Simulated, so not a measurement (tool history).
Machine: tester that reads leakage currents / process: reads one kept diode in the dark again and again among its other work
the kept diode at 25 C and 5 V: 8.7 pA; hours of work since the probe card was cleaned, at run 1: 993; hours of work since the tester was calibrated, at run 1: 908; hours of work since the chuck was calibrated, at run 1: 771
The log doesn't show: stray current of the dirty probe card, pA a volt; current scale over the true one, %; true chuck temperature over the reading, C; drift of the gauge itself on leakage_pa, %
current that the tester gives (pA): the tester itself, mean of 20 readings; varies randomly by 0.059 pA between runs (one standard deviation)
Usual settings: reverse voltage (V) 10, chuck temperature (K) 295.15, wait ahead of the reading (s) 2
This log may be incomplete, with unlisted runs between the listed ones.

| run | day | reverse voltage (V) | chuck temperature (K) | wait ahead of the reading (s) | hours of work since the probe card was cleaned | hours of work since the tester was calibrated | hours of work since the chuck was calibrated | current that the tester gives (pA) |
|---|---|---|---|---|---|---|---|---|
| 1 | 0 | 10 | 295.15 | 2 | 993 | 908 | 771 | 26.47 |
| 2 | 2.171 | 10 | 293.15 | 2 | 1023 | 937 | 801 | 25.19 |
| 3 | 3.696 | 10 | 293.15 | 2 | 1043 | 958 | 821 | 25.74 |
| 4 | 4.725 | 10 | 293.15 | 2 | 1057 | 972 | 835 | 25.9 |
| 5 | 5.817 | 10 | 293.15 | 2 | 1072 | 987 | 850 | 26.14 |
| 6 | 7.025 | 10 | 295.15 | 2 | 1088 | 1003 | 866 | 28.27 |
| 7 | 8.608 | 10 | 295.15 | 0.84 | 1110 | 1025 | 888 | 29.62 |
| 8 | 9.771 | 10 | 295.15 | 2.93 | 1126 | 1040 | 904 | 28.55 |
| 9 | 11.325 | 10 | 295.15 | 2 | 1147 | 1062 | 925 | 28.89 |
| 10 | 13.354 | 5.8 | 295.15 | 2 | 1174 | 1089 | 952 | 19.02 |
| 11 | 15.642 | 5.8 | 295.15 | 2 | 1205 | 1120 | 983 | 19.12 |
| 12 | 17.471 | 5.8 | 295.15 | 2 | 1230 | 1145 | 1008 | 19.55 |
| 13 | 19.617 | 5.8 | 295.15 | 2 | 1259 | 1174 | 1037 | 19.75 |
| 14 | 21.371 | 1.2 | 295.15 | 2 | 1283 | 1198 | 1061 | 6.12 |
|  | 21.583 | tester calibrated |
| 15 | 23.262 | 1.2 | 295.15 | 2 | 1307 | 23 | 1086 | 6.05 |
| 16 | 25.467 | 1.2 | 295.15 | 2 | 1337 | 53 | 1115 | 6.08 |
|  | 26.638 | tester calibrated, once more |
| 17 | 26.888 | 1.2 | 295.15 | 2 | 1355 | 3 | 1134 | 6.16 |
| 18 | 28.871 | 1.2 | 302.15 | 2 | 1382 | 30 | 1160 | 9.62 |
| 19 | 30.304 | 10 | 295.15 | 2 | 1402 | 50 | 1180 | 33.41 |
| 20 | 32.317 | 10 | 295.15 | 2 | 1429 | 77 | 1207 | 33.93 |
| 21 | 34.067 | 10 | 295.15 | 2 | 1453 | 101 | 1231 | 34.15 |
| 22 | 35.262 | 10 | 323.15 | 2 | 1469 | 117 | 1247 | 150.4 |
| 23 | 36.45 | 10 | 323.15 | 2 | 1485 | 133 | 1263 | 151.47 |
|  | 37.196 | probe card cleaned and baked |
| 24 | 37.796 | 10 | 323.15 | 2 | 8 | 150 | 1280 | 129.05 |
| 25 | 40.092 | 2.7 | 323.15 | 0.71 | 39 | 181 | 1311 | 65.62 |
| 26 | 42.404 | 2.7 | 323.15 | 0.71 | 71 | 212 | 1342 | 65.74 |
| 27 | 43.404 | 5 | 323.15 | 0.71 | 84 | 226 | 1356 | 91.52 |
| 28 | 44.617 | 2 | 295.15 | 0.43 | 101 | 242 | 1372 | 5.95 |
| 29 | 46.288 | 2 | 295.15 | 0.43 | 123 | 265 | 1395 | 5.99 |
| 30 | 47.996 | 6.9 | 295.15 | 1.72 | 146 | 288 | 1418 | 11.54 |
| 31 | 49.333 | 6.9 | 295.15 | 1.72 | 165 | 306 | 1436 | 11.83 |
| 32 | 50.862 | 6.9 | 295.15 | 1.72 | 185 | 327 | 1457 | 12.02 |
| 33 | 52.071 | 6.9 | 295.15 | 1.72 | 202 | 343 | 1473 | 12.22 |
| 34 | 53.458 | 1.4 | 295.15 | 2 | 221 | 362 | 1492 | 4.67 |
| 35 | 55.721 | 3.7 | 295.15 | 4.41 | 251 | 393 | 1523 | 8.47 |
| 36 | 57.542 | 11.9 | 330.15 | 0.96 | 276 | 417 | 1548 | 257.06 |
| 37 | 58.671 | 11.9 | 327.15 | 0.92 | 291 | 433 | 1563 | 205.12 |
| 38 | 59.633 | 11.9 | 327.15 | 0.92 | 304 | 446 | 1576 | 206.23 |
|  | 60.446 | chuck's temperature calibrated |
| 39 | 61.388 | 11.3 | 295.15 | 1.8 | 327 | 468 | 13 | 16.62 |
| 40 | 63.658 | 10 | 296.15 | 1.06 | 358 | 499 | 44 | 17.25 |

Predict each of these 3 candidate next runs independently; none follows another, all start after run 40:
| A | 64.904 | 10 | 295.15 | 3.94 | 375 | 516 | 60 | ? |
| B | 64.904 | 10.2 | 295.15 | 0.38 | 375 | 516 | 60 | ? |
| C | 64.904 | 18.1 | 312.15 | 4.48 | 375 | 516 | 60 | ? |

| run | current that the tester gives (pA) |
|---|---|
| A | 15.61 |
| B | 19.32 |
| C | 72.18 |
Stripped of hidden state, with their random variation kept, the same runs would have yielded:
| run | current that the tester gives (pA) |
|---|---|
| A | 9.92 |
| B | 13.52 |
| C | 61.62 |
